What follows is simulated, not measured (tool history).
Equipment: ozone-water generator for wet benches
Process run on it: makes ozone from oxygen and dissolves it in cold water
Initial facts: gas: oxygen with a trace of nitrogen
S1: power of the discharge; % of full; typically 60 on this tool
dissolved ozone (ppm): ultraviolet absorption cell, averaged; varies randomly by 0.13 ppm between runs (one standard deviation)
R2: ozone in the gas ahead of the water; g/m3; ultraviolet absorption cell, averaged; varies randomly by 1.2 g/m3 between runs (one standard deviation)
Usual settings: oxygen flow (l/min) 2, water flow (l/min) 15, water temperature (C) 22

Run 1, hour 0: usual settings. Result: dissolved ozone (ppm) 13.9, R2 199 g/m3.
Run 2, hour 44.9: usual settings. Result: dissolved ozone (ppm) 13.9, R2 197.5 g/m3.
Run 3, hour 73.6: usual settings but oxygen flow (l/min) 1.62. Result: dissolved ozone (ppm) 13.9, R2 228.2 g/m3.
Run 4, hour 125.3: usual settings but oxygen flow (l/min) 1.62. Result: dissolved ozone (ppm) 13.9, R2 227 g/m3.
Run 5, hour 159.5: usual settings but oxygen flow (l/min) 1.62. Result: dissolved ozone (ppm) 13.8, R2 226.3 g/m3.
Run 6, hour 206.8: usual settings but S1 89 % of full, water flow (l/min) 11. Result: dissolved ozone (ppm) 21.7, R2 237.4 g/m3.
Run 7, hour 247.9: usual settings but S1 89 % of full, water flow (l/min) 11. Result: dissolved ozone (ppm) 21.3, R2 237.7 g/m3.
Run 8, hour 304: usual settings but S1 89 % of full, oxygen flow (l/min) 2.66. Result: dissolved ozone (ppm) 16.8, R2 196.4 g/m3.
Run 9, hour 351.5: usual settings but S1 98 % of full, water flow (l/min) 19. Result: dissolved ozone (ppm) 14, R2 247.3 g/m3.
Run 10, hour 377.7: usual settings but S1 98 % of full, oxygen flow (l/min) 2.19, water flow (l/min) 20. Result: dissolved ozone (ppm) 13.5, R2 233.3 g/m3.

Forecast each of these 4 alternatives for the next run:
Run A, hour 408.8: usual settings but S1 49 % of full, oxygen flow (l/min) 2.19, water flow (l/min) 12, water temperature (C) 29. Result: dissolved ozone (ppm) ?, R2 ?.
Run B, hour 408.8: usual settings but S1 42 % of full, oxygen flow (l/min) 2.19, water flow (l/min) 17. Result: dissolved ozone (ppm) ?, R2 ?.
Run C, hour 408.8: usual settings but S1 66 % of full, oxygen flow (l/min) 1.66, water flow (l/min) 20, water temperature (C) 17. Result: dissolved ozone (ppm) ?, R2 ?.
Run D, hour 408.8: usual settings but S1 98 % of full, oxygen flow (l/min) 2.19, water flow (l/min) 20, water temperature (C) 28. Result: dissolved ozone (ppm) ?, R2 ?.

run  dissolved ozone (ppm)     R2
  A                   13.6  166.8
  B                   10.3  155.8
  C                   11.2  233.6
  D                   12.7    235
Without the tool's hidden state the same runs would have given:
run  dissolved ozone (ppm)     R2
  A                   14.8  176.8
  B                   11.2  164.2
  C                   12.4  250.1
  D                   14.3  255.1

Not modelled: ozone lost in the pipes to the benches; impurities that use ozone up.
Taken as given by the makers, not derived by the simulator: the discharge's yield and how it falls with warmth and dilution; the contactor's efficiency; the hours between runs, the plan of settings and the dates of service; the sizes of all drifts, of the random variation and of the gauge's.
